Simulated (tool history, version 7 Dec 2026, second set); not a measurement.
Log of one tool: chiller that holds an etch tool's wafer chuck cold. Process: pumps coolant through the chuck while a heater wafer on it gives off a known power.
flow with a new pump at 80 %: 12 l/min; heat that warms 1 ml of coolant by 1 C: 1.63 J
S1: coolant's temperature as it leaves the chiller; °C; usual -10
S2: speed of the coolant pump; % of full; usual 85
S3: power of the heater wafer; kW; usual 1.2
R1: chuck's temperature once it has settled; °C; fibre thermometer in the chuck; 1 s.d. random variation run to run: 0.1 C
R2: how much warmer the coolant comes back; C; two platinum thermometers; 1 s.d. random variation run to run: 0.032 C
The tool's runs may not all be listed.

run,hour,S1,S2,S3,R1,R2
1,0,-10,85,1.2,-1.6,3.4
2,17.8,-10,85,1.2,-1.7,3.45
3,41.1,-10,85,1.2,-1.5,3.44
4,70.2,-10,85,1.2,-1.7,3.45
5,101.2,-10,85,1.316,-0.9,3.78
6,117.5,-12,85,1.2,-3.9,3.43
7,132.9,-20,85,1.2,-11.6,3.45
8,156.3,-10,85,1.2,-1.7,3.52
9,179.5,-10,85,1.2,-1.6,3.52
10,205.3,-10,62,1.2,0.7,4.91
11,225.7,-10,62,1.2,0.6,5
12,250.3,-10,62,1.2,0.6,4.93
13,269.9,-10,62,1.2,0.6,4.94
14,290.8,-10,62,1.2,0.6,4.97
15,318.8,-10,62,1.2,0.4,4.96
16,344.1,-10,62,1.2,0.8,4.96
17,362,-10,100,0.836,-4.9,2.12
18,383.9,-10,100,0.836,-4.7,2.18
19,406.9,-10,71,0.675,-4.6,2.48
20,426.3,-10,84,1.2,-1.7,3.54
21,443.9,-2,84,1.468,8.3,4.36
22,462.4,-17,84,0.86,-11.1,2.72
23,486.6,-10,85,0.634,-5.5,1.98
24,518.6,-13,84,0.634,-8.5,2.02
25,536.1,-13,84,0.634,-8.6,1.99
26,565.1,-19,62,0.658,-13.1,2.85
27,597.4,-7,83,1.156,1.2,3.57
28,621.5,-19,94,1.156,-11.6,3.22
29,651.7,-19,94,1.156,-11.6,3.1
30,680.2,-15,63,1.644,-0.7,6.79
# hour 684.3: gauge calibrated
31,702.4,-5,77,0.89,1.7,2.87

3 ways to go on from here, each from the tool as it stands after run 31. What would each give?
A,732.7,-17,85,1.097,?,?
B,732.7,-15,85,1.452,?,?
C,732.7,-3,85,0.81,?,?

run,R1,R2
A,-9.4,3.11
B,-5,4.19
C,2.7,2.34
With the hidden condition removed and each run's random variation left untouched, the same runs would have given:
run,R1,R2
A,-9.4,3.09
B,-5,4.17
C,2.6,2.32
